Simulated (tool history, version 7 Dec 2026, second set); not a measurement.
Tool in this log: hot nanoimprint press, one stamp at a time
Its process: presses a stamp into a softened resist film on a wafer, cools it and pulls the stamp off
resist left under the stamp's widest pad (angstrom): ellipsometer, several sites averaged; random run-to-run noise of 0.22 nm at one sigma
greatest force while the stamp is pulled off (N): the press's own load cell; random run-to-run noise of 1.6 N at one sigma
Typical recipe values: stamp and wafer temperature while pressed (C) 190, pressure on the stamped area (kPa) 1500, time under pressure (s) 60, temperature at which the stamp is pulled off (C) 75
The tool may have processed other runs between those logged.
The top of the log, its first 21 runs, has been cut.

| run | hour | stamp and wafer temperature while pressed (C) | pressure on the stamped area (kPa) | time under pressure (s) | temperature at which the stamp is pulled off (C) | hours of work since the thermocouple was calibrated | imprints on the stamp's release coat | hours of work since the press's seals were changed | resist left under the stamp's widest pad (angstrom) | greatest force while the stamp is pulled off (N) |
|---|---|---|---|---|---|---|---|---|---|---|
| 22 | 899.6 | 194 | 1000 | 60 | 82 | 116 | 1045 | 544 | 1286 | 150 |
|  | 926.7 | stamp cleaned and given a new release coat |
| 23 | 949.9 | 194 | 1000 | 60 | 82 | 143 | 69 | 571 | 1282 | 125 |
| 24 | 978.4 | 194 | 1000 | 60 | 82 | 161 | 153 | 588 | 1279 | 131 |
| 25 | 1008.4 | 200 | 1000 | 92 | 82 | 179 | 243 | 607 | 901 | 131 |
| 26 | 1038.1 | 200 | 1000 | 92 | 82 | 197 | 331 | 625 | 898 | 132 |
| 27 | 1085.3 | 200 | 1000 | 92 | 82 | 226 | 471 | 654 | 898 | 140 |
| 28 | 1139.0 | 200 | 1000 | 92 | 82 | 259 | 630 | 687 | 896 | 139 |
|  | 1189.1 | press's hydraulic seals changed and the load cell set to zero |
| 29 | 1189.1 | 184 | 1610 | 60 | 75 | 285 | 755 | 0 | 1373 | 161 |
| 30 | 1233.1 | 184 | 1610 | 60 | 64 | 312 | 885 | 27 | 1371 | 192 |
| 31 | 1263.6 | 195 | 1290 | 60 | 75 | 331 | 976 | 46 | 1090 | 166 |

Below are 3 alternative next runs, each starting from the tool's condition after run 31. Predict each:
| A | 1290.9 | 190 | 1550 | 60 | 75 | 347 | 1057 | 62 | ? | ? |
| B | 1290.9 | 185 | 1290 | 60 | 75 | 347 | 1057 | 62 | ? | ? |
| C | 1290.9 | 195 | 1290 | 51 | 64 | 347 | 1057 | 62 | ? | ? |

| run | resist left under the stamp's widest pad (angstrom) | greatest force while the stamp is pulled off (N) |
|---|---|---|
| A | 1155 | 169 |
| B | 1456 | 167 |
| C | 1164 | 194 |
Stripped of hidden state, with their random variation kept, the same runs would have yielded:
| run | resist left under the stamp's widest pad (angstrom) | greatest force while the stamp is pulled off (N) |
|---|---|---|
| A | 1195 | 143 |
| B | 1504 | 142 |
| C | 1201 | 164 |
